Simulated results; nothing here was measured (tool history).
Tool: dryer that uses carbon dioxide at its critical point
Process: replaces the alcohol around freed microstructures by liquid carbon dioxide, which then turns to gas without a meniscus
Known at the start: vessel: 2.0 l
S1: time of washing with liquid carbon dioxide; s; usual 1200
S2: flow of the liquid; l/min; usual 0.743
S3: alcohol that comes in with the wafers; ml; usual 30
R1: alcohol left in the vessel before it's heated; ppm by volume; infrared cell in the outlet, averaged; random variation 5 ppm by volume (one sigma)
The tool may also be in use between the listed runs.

run	hour	S1	S2	S3	R1
1	0.0	1200	0.743	30	61
2	6.3	1200	0.743	30	67
3	14.2	1200	0.743	30	46
4	18.8	1200	0.743	30	55
5	24.3	1200	0.743	30	55
6	32.6	1200	0.743	43	60
7	40.2	1200	0.743	30	51
8	48.2	1200	0.743	25	58
9	56.4	1200	0.743	25	56
10	65.2	1200	0.743	25	55
11	75.3	1200	0.743	25	59
12	82.4	900	0.721	90	343
13	91.1	1860	0.743	64	48
14	101.5	900	0.743	30	136
15	111.2	1560	0.743	52	60
16	119.2	1560	0.743	52	54
17	124.1	1560	0.743	52	45
18	129.7	1560	0.603	52	68
19	140.4	1560	0.603	52	77
20	147.3	1620	0.675	71	57
21	151.8	1620	0.675	71	67

Forecast each of these 5 alternatives for the next run:
# hour 159.2: inlet filter changed
A	159.2	1620	0.641	34	?
# hour 159.2: inlet filter changed
B	159.2	1380	1.023	30	?
# hour 159.2: inlet filter changed
C	159.2	1620	0.743	26	?
# hour 159.2: inlet filter changed
D	159.2	1560	0.675	32	?
# hour 159.2: inlet filter changed
E	159.2	1620	0.813	40	?

run	R1
A	61
B	58
C	59
D	56
E	55
Without the tool's hidden state the same runs would have given:
run	R1
A	8
B	4
C	6
D	2
E	2
